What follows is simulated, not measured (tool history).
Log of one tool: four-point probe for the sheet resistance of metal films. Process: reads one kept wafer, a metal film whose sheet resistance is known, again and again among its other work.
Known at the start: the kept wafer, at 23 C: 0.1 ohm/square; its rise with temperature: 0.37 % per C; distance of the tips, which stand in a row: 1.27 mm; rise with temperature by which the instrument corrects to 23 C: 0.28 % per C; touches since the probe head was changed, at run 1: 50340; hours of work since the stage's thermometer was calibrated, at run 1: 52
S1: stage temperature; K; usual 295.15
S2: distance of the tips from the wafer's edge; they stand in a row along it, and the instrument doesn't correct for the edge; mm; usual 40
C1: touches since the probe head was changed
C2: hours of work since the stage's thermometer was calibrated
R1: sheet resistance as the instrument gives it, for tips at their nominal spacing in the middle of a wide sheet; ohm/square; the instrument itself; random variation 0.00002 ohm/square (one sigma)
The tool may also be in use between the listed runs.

Run 1, hour 0.0: usual settings; C1 50340; C2 52. Result: R1 0.099690 ohm/square.
Run 2, hour 79.7: usual settings but S2 8 mm; C1 55440; C2 112. Result: R1 0.100917 ohm/square.
Run 3, hour 146.4: usual settings; C1 59707; C2 161. Result: R1 0.099556 ohm/square.
Run 4, hour 248.4: usual settings; C1 66235; C2 237. Result: R1 0.099514 ohm/square.
Run 5, hour 345.2: usual settings; C1 72429; C2 309. Result: R1 0.099415 ohm/square.
Run 6, hour 406.3: usual settings; C1 76342; C2 355. Result: R1 0.099344 ohm/square.
Run 7, hour 470.7: usual settings; C1 80459; C2 403. Result: R1 0.099328 ohm/square.
Run 8, hour 598.3: usual settings; C1 88628; C2 498. Result: R1 0.099222 ohm/square.
Run 9, hour 674.3: usual settings but S2 16 mm; C1 93489; C2 554. Result: R1 0.099489 ohm/square.
Run 10, hour 742.9: usual settings but S2 16 mm; C1 97879; C2 605. Result: R1 0.099409 ohm/square.
Run 11, hour 856.3: usual settings; C1 105137; C2 690. Result: R1 0.099046 ohm/square.
Run 12, hour 952.9: usual settings but S1 306.15 K; C1 111321; C2 762. Result: R1 0.099865 ohm/square.
Run 13, hour 1053.0: usual settings but S1 306.15 K; C1 117727; C2 836. Result: R1 0.099835 ohm/square.
Run 14, hour 1161.0: usual settings; C1 124639; C2 917. Result: R1 0.098813 ohm/square.
Run 15, hour 1265.5: usual settings; C1 131328; C2 994. Result: R1 0.098760 ohm/square.
At hour 1285.3: new probe head fitted.
Run 16, hour 1385.0: usual settings; C1 6380; C2 1083. Result: R1 0.099570 ohm/square.
Run 17, hour 1449.4: usual settings but S1 300.15 K, S2 68 mm; C1 10501; C2 1131. Result: R1 0.099942 ohm/square.
Run 18, hour 1505.1: usual settings but S1 307.15 K, S2 53 mm; C1 14064; C2 1172. Result: R1 0.100491 ohm/square.
Run 19, hour 1614.5: usual settings but S1 303.15 K, S2 15 mm; C1 21069; C2 1254. Result: R1 0.100435 ohm/square.
Run 20, hour 1676.6: usual settings but S1 299.15 K, S2 5 mm; C1 25041; C2 1300. Result: R1 0.103024 ohm/square.
Run 21, hour 1739.5: usual settings but S1 299.15 K, S2 5 mm; C1 29067; C2 1347. Result: R1 0.102954 ohm/square.
Run 22, hour 1801.0: usual settings but S2 6 mm; C1 33002; C2 1392. Result: R1 0.101545 ohm/square.
Run 23, hour 1892.3: usual settings but S2 6 mm; C1 38844; C2 1460. Result: R1 0.101509 ohm/square.
Run 24, hour 1998.9: usual settings but S1 307.15 K, S2 3 mm; C1 45668; C2 1540. Result: R1 0.108857 ohm/square.
Run 25, hour 2100.8: usual settings but S1 307.15 K, S2 3 mm; C1 52188; C2 1616. Result: R1 0.108736 ohm/square.
Run 26, hour 2179.5: usual settings but S1 294.15 K, S2 57 mm; C1 57226; C2 1674. Result: R1 0.098855 ohm/square.
Run 27, hour 2297.8: usual settings but S1 294.15 K, S2 57 mm; C1 64798; C2 1762. Result: R1 0.098759 ohm/square.

Forecast run 28:
Run 28, hour 2397.8: usual settings but S1 294.15 K, S2 57 mm; C1 71194; C2 1837. Result: R1 ?.

{"run 28": {"R1": 0.098684}}
Without the tool's hidden state the same run would have given R1 0.099828 ohm/square.
